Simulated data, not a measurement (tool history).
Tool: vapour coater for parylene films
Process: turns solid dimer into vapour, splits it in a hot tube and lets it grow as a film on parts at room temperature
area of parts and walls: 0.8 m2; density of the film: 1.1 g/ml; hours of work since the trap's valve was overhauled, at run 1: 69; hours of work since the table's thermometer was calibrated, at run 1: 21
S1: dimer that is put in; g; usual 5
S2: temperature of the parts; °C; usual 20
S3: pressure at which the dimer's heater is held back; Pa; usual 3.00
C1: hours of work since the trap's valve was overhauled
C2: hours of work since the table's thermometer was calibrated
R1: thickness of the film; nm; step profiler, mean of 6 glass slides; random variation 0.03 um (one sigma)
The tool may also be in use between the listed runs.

{"run": 1, "hour": 0.0, "S1": 5, "S2": 20, "S3": 3.0, "C1": 69, "C2": 21, "R1": 4830}
{"run": 2, "hour": 17.9, "S1": 5, "S2": 20, "S3": 3.0, "C1": 85, "C2": 37, "R1": 4790}
{"run": 3, "hour": 36.3, "S1": 4, "S2": 20, "S3": 3.0, "C1": 101, "C2": 53, "R1": 3830}
{"run": 4, "hour": 50.3, "S1": 4, "S2": 20, "S3": 3.0, "C1": 114, "C2": 65, "R1": 3860}
{"run": 5, "hour": 64.0, "S1": 4, "S2": 20, "S3": 3.0, "C1": 126, "C2": 78, "R1": 3810}
{"run": 6, "hour": 78.9, "S1": 4, "S2": 20, "S3": 3.0, "C1": 139, "C2": 91, "R1": 3830}
{"run": 7, "hour": 88.7, "S1": 4, "S2": 20, "S3": 3.0, "C1": 148, "C2": 100, "R1": 3870}
{"run": 8, "hour": 105.7, "S1": 4, "S2": 20, "S3": 2.73, "C1": 163, "C2": 115, "R1": 3860}
{"run": 9, "hour": 123.8, "S1": 4, "S2": 20, "S3": 2.73, "C1": 179, "C2": 131, "R1": 3870}
{"run": 10, "hour": 132.8, "S1": 4, "S2": 20, "S3": 2.73, "C1": 187, "C2": 139, "R1": 3910}
{"run": 11, "hour": 147.7, "S1": 5, "S2": 20, "S3": 3.0, "C1": 200, "C2": 152, "R1": 4770}
{"run": 12, "hour": 167.2, "S1": 3, "S2": 20, "S3": 3.0, "C1": 218, "C2": 170, "R1": 2860}
{"run": 13, "hour": 175.7, "S1": 5, "S2": 15, "S3": 3.0, "C1": 225, "C2": 177, "R1": 5450}
{"run": 14, "hour": 191.2, "S1": 5, "S2": 20, "S3": 3.0, "C1": 239, "C2": 191, "R1": 4700}
{"run": 15, "hour": 205.7, "S1": 5, "S2": 20, "S3": 3.0, "C1": 252, "C2": 204, "R1": 4730}
{"run": 16, "hour": 225.5, "S1": 5, "S2": 20, "S3": 10.62, "C1": 270, "C2": 222, "R1": 3830}
{"run": 17, "hour": 234.7, "S1": 7, "S2": 20, "S3": 3.0, "C1": 278, "C2": 230, "R1": 6640}
{"run": 18, "hour": 250.4, "S1": 7, "S2": 20, "S3": 3.0, "C1": 292, "C2": 244, "R1": 6500}
{"run": 19, "hour": 263.1, "S1": 7, "S2": 20, "S3": 3.0, "C1": 303, "C2": 255, "R1": 6600}
{"run": 20, "hour": 282.5, "S1": 7, "S2": 20, "S3": 3.0, "C1": 321, "C2": 273, "R1": 6570}
{"hour": 284.6, "done": "table's thermometer calibrated"}
{"run": 21, "hour": 300.8, "S1": 5, "S2": 20, "S3": 3.0, "C1": 336, "C2": 14, "R1": 4660}
{"run": 22, "hour": 312.2, "S1": 5, "S2": 20, "S3": 3.0, "C1": 346, "C2": 25, "R1": 4710}
{"run": 23, "hour": 321.3, "S1": 5, "S2": 20, "S3": 9.33, "C1": 354, "C2": 33, "R1": 3880}
{"run": 24, "hour": 332.8, "S1": 5, "S2": 12, "S3": 2.39, "C1": 365, "C2": 43, "R1": 5370}
{"hour": 341.5, "done": "table's thermometer calibrated, once more"}
{"run": 25, "hour": 353.5, "S1": 2, "S2": 13, "S3": 3.0, "C1": 382, "C2": 11, "R1": 2130}
{"run": 26, "hour": 368.2, "S1": 2, "S2": 13, "S3": 3.73, "C1": 395, "C2": 24, "R1": 2140}
{"run": 27, "hour": 384.6, "S1": 2, "S2": 13, "S3": 3.73, "C1": 410, "C2": 38, "R1": 2160}
{"run": 28, "hour": 396.3, "S1": 3, "S2": 20, "S3": 3.0, "C1": 420, "C2": 49, "R1": 2760}
{"run": 29, "hour": 407.3, "S1": 3, "S2": 20, "S3": 3.0, "C1": 430, "C2": 59, "R1": 2760}
{"run": 30, "hour": 421.1, "S1": 3, "S2": 17, "S3": 3.0, "C1": 442, "C2": 71, "R1": 3090}
{"run": 31, "hour": 434.6, "S1": 5, "S2": 21, "S3": 3.0, "C1": 454, "C2": 83, "R1": 4470}
{"run": 32, "hour": 448.0, "S1": 8, "S2": 17, "S3": 2.47, "C1": 466, "C2": 95, "R1": 8520}
{"run": 33, "hour": 464.0, "S1": 2, "S2": 17, "S3": 6.33, "C1": 481, "C2": 109, "R1": 1820}
{"run": 34, "hour": 482.5, "S1": 5, "S2": 20, "S3": 8.1, "C1": 497, "C2": 126, "R1": 3910}
{"run": 35, "hour": 497.1, "S1": 5, "S2": 20, "S3": 9.06, "C1": 510, "C2": 139, "R1": 3850}
{"run": 36, "hour": 512.8, "S1": 5, "S2": 20, "S3": 9.06, "C1": 524, "C2": 153, "R1": 3820}
{"run": 37, "hour": 523.2, "S1": 5, "S2": 21, "S3": 3.0, "C1": 533, "C2": 162, "R1": 4500}
{"run": 38, "hour": 533.3, "S1": 4, "S2": 21, "S3": 7.05, "C1": 542, "C2": 171, "R1": 3070}
{"run": 39, "hour": 548.3, "S1": 4, "S2": 21, "S3": 7.05, "C1": 556, "C2": 184, "R1": 3050}
{"hour": 567.8, "done": "trap's valve overhauled"}
{"run": 40, "hour": 570.3, "S1": 3, "S2": 14, "S3": 2.56, "C1": 2, "C2": 201, "R1": 3350}
{"run": 41, "hour": 580.4, "S1": 3, "S2": 14, "S3": 2.56, "C1": 11, "C2": 209, "R1": 3320}
{"run": 42, "hour": 592.9, "S1": 3, "S2": 14, "S3": 2.56, "C1": 22, "C2": 221, "R1": 3340}
{"run": 43, "hour": 601.6, "S1": 3, "S2": 30, "S3": 11.78, "C1": 30, "C2": 228, "R1": 1620}
{"run": 44, "hour": 617.6, "S1": 5, "S2": 24, "S3": 4.75, "C1": 44, "C2": 243, "R1": 3860}
{"run": 45, "hour": 633.8, "S1": 5, "S2": 24, "S3": 4.75, "C1": 59, "C2": 257, "R1": 3880}
{"run": 46, "hour": 649.0, "S1": 5, "S2": 24, "S3": 4.37, "C1": 72, "C2": 271, "R1": 3930}

Hidden state at the last listed run before each entry between runs and at the first one after, where it differs:
Between runs 20 and 21: table's thermometer calibrated (hour 284.6)
  vapour lost through the trap's worn valve, %: 3.2 -> 3.4; true temperature of the parts over the reading, C: 0.07 -> 0.09
  measured less the result without the state, R1: -240 -> -180 nm
Between runs 24 and 25: table's thermometer calibrated, once more (hour 341.5)
  vapour lost through the trap's worn valve, %: 3.6 -> 3.8; true temperature of the parts over the reading, C: 0.11 -> -0.12
  measured less the result without the state, R1: -200 -> -90 nm
Between runs 39 and 40: trap's valve overhauled (hour 567.8)
  vapour lost through the trap's worn valve, %: 5.4 -> 0.2; true temperature of the parts over the reading, C: -0.03 -> -0.02
  measured less the result without the state, R1: -180 -> -10 nm
